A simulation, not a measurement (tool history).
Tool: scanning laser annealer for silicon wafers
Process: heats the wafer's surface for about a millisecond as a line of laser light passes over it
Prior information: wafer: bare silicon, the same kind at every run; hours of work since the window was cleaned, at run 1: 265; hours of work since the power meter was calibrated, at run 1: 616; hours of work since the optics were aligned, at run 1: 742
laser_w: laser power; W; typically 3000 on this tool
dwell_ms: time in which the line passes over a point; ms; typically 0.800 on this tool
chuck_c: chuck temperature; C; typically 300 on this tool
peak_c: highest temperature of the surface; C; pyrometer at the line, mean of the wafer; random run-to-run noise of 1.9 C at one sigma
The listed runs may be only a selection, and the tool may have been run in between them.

run,hour,laser_w,dwell_ms,chuck_c,hours of work since the window was cleaned,hours of work since the power meter was calibrated,hours of work since the optics were aligned,peak_c
1,0.0,3000,0.800,300,265,616,742,1073
2,43.9,3000,0.768,300,286,637,763,1051
3,68.2,3000,0.768,300,298,649,775,1055
4,113.9,3000,0.598,300,321,672,798,951
5,154.0,3039,0.800,300,340,691,818,1083
6,182.1,3000,0.800,261,354,705,831,1024
7,204.8,3000,0.800,261,365,716,843,1027
8,240.4,3000,0.723,300,383,734,860,1019
9,271.5,3000,0.723,300,398,749,875,1017
10,319.1,3000,0.723,300,422,773,899,1016
# hour 327.2: optics aligned, line set to its width
11,367.4,3000,0.723,300,443,794,20,1044
12,403.3,3000,0.723,300,461,811,37,1043
# hour 409.5: laser's power meter calibrated
13,447.0,3000,0.723,300,481,18,57,1035
14,475.4,3000,0.800,300,495,32,71,1083
15,520.7,3000,0.800,300,517,55,94,1077
16,562.9,3000,0.800,300,538,75,114,1077
17,602.3,3000,0.800,300,557,95,134,1077
18,642.8,3000,0.800,300,577,115,154,1073
# hour 670.1: laser's power meter calibrated, once more
19,684.4,3000,0.800,336,596,7,173,1109
20,725.7,3000,0.800,336,616,27,193,1112
21,770.6,3046,0.800,280,638,49,215,1070
22,808.3,2664,0.722,325,657,68,234,946
23,840.4,3252,0.722,335,672,84,249,1137
24,883.6,3141,0.858,300,694,105,271,1147
25,906.3,2747,0.878,291,705,116,282,1013
26,928.0,3098,0.878,268,716,127,292,1113
27,948.4,2586,0.955,300,726,137,302,1000
28,978.8,3086,0.585,319,741,152,317,981
29,1001.3,2889,0.632,317,752,163,328,954
30,1029.9,2991,0.632,312,766,177,342,974
31,1070.0,3101,0.728,302,785,197,362,1055
32,1100.4,3101,0.728,302,800,212,377,1051
33,1144.4,2572,0.725,329,822,233,399,912
34,1190.0,2572,0.725,311,844,256,421,896
# hour 1194.2: window over the wafer cleaned
35,1212.8,3093,0.800,300,9,266,431,1127
36,1234.1,3093,0.800,300,20,276,442,1125
37,1268.9,3293,0.648,331,37,293,459,1123
38,1288.3,2816,0.800,300,46,303,468,1032
39,1326.0,2934,0.689,290,65,321,487,994
40,1362.0,2874,0.933,300,82,339,505,1117

3 ways to go on from here, each from the tool as it stands after run 40. What would each give?
A,1395.1,2684,0.933,300,99,355,521,?
B,1395.1,3155,0.601,320,99,355,521,?
C,1395.1,2766,0.933,303,99,355,521,?

run,peak_c
A,1045
B,1030
C,1078
With the hidden condition removed and each run's random variation left untouched, the same runs would have given:
run,peak_c
A,1068
B,1052
C,1102
